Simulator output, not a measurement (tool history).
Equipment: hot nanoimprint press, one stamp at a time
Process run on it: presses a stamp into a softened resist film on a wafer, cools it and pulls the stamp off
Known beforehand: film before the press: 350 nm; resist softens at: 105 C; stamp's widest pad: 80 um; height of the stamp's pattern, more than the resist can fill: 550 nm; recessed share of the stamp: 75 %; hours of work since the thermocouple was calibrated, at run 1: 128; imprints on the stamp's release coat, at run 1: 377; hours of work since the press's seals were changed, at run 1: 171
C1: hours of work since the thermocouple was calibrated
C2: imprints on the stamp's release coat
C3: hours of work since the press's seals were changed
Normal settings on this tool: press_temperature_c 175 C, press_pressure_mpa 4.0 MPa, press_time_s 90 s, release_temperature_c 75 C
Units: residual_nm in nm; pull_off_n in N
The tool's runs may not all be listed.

{"run": 1, "hour": 0.0, "press_temperature_c": 175, "press_pressure_mpa": 4.0, "press_time_s": 90, "release_temperature_c": 75, "C1": 128, "C2": 377, "C3": 171, "residual_nm": 199.9, "pull_off_n": 154}
{"run": 2, "hour": 14.6, "press_temperature_c": 175, "press_pressure_mpa": 4.0, "press_time_s": 90, "release_temperature_c": 75, "C1": 138, "C2": 429, "C3": 181, "residual_nm": 198.7, "pull_off_n": 152}
{"run": 3, "hour": 32.8, "press_temperature_c": 175, "press_pressure_mpa": 4.0, "press_time_s": 90, "release_temperature_c": 75, "C1": 151, "C2": 493, "C3": 194, "residual_nm": 198.1, "pull_off_n": 152}
{"run": 4, "hour": 49.7, "press_temperature_c": 175, "press_pressure_mpa": 4.0, "press_time_s": 90, "release_temperature_c": 75, "C1": 163, "C2": 553, "C3": 205, "residual_nm": 196.5, "pull_off_n": 151}
{"run": 5, "hour": 66.9, "press_temperature_c": 175, "press_pressure_mpa": 4.0, "press_time_s": 90, "release_temperature_c": 75, "C1": 175, "C2": 614, "C3": 217, "residual_nm": 197.0, "pull_off_n": 153}
{"run": 6, "hour": 84.9, "press_temperature_c": 175, "press_pressure_mpa": 4.0, "press_time_s": 90, "release_temperature_c": 75, "C1": 187, "C2": 677, "C3": 230, "residual_nm": 196.3, "pull_off_n": 156}
{"run": 7, "hour": 103.8, "press_temperature_c": 175, "press_pressure_mpa": 4.0, "press_time_s": 90, "release_temperature_c": 75, "C1": 200, "C2": 744, "C3": 243, "residual_nm": 196.9, "pull_off_n": 152}
{"run": 8, "hour": 119.2, "press_temperature_c": 181, "press_pressure_mpa": 6.1, "press_time_s": 102, "release_temperature_c": 66, "C1": 211, "C2": 799, "C3": 254, "residual_nm": 116.9, "pull_off_n": 178}
{"run": 9, "hour": 136.4, "press_temperature_c": 171, "press_pressure_mpa": 4.0, "press_time_s": 90, "release_temperature_c": 75, "C1": 223, "C2": 859, "C3": 266, "residual_nm": 229.3, "pull_off_n": 157}

Forecast run 10:
{"run": 10, "hour": 144.6, "press_temperature_c": 175, "press_pressure_mpa": 4.0, "press_time_s": 76, "release_temperature_c": 75, "C1": 229, "C2": 888, "C3": 271, "residual_nm": "?", "pull_off_n": "?"}

Run 10 came out at residual_nm 205.2 nm, pull_off_n 157 N.
Had the tool carried no hidden state, the very same run would have given residual_nm 209.9 nm, pull_off_n 155 N.
